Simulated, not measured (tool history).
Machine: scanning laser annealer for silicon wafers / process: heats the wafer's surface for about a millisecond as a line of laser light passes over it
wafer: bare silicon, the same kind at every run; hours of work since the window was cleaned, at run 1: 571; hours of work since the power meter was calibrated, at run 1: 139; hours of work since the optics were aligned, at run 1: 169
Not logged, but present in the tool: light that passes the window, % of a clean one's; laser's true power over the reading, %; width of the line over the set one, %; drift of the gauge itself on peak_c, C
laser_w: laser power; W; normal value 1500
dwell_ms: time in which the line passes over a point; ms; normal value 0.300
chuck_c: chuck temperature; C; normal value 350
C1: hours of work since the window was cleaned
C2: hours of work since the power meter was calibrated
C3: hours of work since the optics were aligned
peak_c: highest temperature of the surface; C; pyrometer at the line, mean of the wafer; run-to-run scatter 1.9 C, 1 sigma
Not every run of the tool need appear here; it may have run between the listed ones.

{"run": 1, "hour": 0.0, "laser_w": 1500, "dwell_ms": 0.3, "chuck_c": 350, "C1": 571, "C2": 139, "C3": 169, "peak_c": 1118}
{"run": 2, "hour": 74.1, "laser_w": 1500, "dwell_ms": 0.3, "chuck_c": 350, "C1": 626, "C2": 194, "C3": 224, "peak_c": 1121}
{"run": 3, "hour": 156.8, "laser_w": 1500, "dwell_ms": 0.3, "chuck_c": 324, "C1": 688, "C2": 256, "C3": 286, "peak_c": 1088}
{"run": 4, "hour": 207.4, "laser_w": 1500, "dwell_ms": 0.3, "chuck_c": 324, "C1": 726, "C2": 294, "C3": 324, "peak_c": 1089}
{"run": 5, "hour": 272.3, "laser_w": 1500, "dwell_ms": 0.3, "chuck_c": 350, "C1": 775, "C2": 343, "C3": 372, "peak_c": 1112}
{"run": 6, "hour": 317.5, "laser_w": 1500, "dwell_ms": 0.3, "chuck_c": 350, "C1": 808, "C2": 376, "C3": 406, "peak_c": 1110}
{"run": 7, "hour": 385.6, "laser_w": 1500, "dwell_ms": 0.326, "chuck_c": 350, "C1": 859, "C2": 427, "C3": 457, "peak_c": 1137}
{"hour": 391.1, "done": "window over the wafer cleaned"}
{"run": 8, "hour": 462.0, "laser_w": 1500, "dwell_ms": 0.3, "chuck_c": 350, "C1": 53, "C2": 483, "C3": 513, "peak_c": 1134}
{"run": 9, "hour": 540.7, "laser_w": 1500, "dwell_ms": 0.25, "chuck_c": 349, "C1": 112, "C2": 542, "C3": 572, "peak_c": 1065}
{"run": 10, "hour": 611.7, "laser_w": 1355, "dwell_ms": 0.353, "chuck_c": 351, "C1": 165, "C2": 595, "C3": 625, "peak_c": 1092}
{"hour": 620.7, "done": "optics aligned, line set to its width"}
{"run": 11, "hour": 681.6, "laser_w": 1500, "dwell_ms": 0.344, "chuck_c": 389, "C1": 214, "C2": 643, "C3": 46, "peak_c": 1211}
{"run": 12, "hour": 724.7, "laser_w": 1500, "dwell_ms": 0.344, "chuck_c": 389, "C1": 246, "C2": 676, "C3": 78, "peak_c": 1209}
{"hour": 804.8, "done": "optics aligned, line set to its width, once more"}
{"run": 13, "hour": 813.2, "laser_w": 1528, "dwell_ms": 0.344, "chuck_c": 320, "C1": 308, "C2": 738, "C3": 6, "peak_c": 1166}
{"run": 14, "hour": 890.1, "laser_w": 1528, "dwell_ms": 0.323, "chuck_c": 390, "C1": 366, "C2": 796, "C3": 64, "peak_c": 1208}
{"run": 15, "hour": 943.0, "laser_w": 1528, "dwell_ms": 0.323, "chuck_c": 390, "C1": 405, "C2": 835, "C3": 103, "peak_c": 1208}

For each run, the measured value with the value that run would have given without the tool's hidden condition subtracted. The run-to-run variation is shared by both, the gauge scatter possibly not:
run=1 peak_c=-22
run=2 peak_c=-24
run=3 peak_c=-27
run=4 peak_c=-29
run=5 peak_c=-31
run=6 peak_c=-32
run=7 peak_c=-36
run=8 peak_c=-10
run=9 peak_c=-12
run=10 peak_c=-14
run=11 peak_c=-20
run=12 peak_c=-21
run=13 peak_c=-17
run=14 peak_c=-19
run=15 peak_c=-21
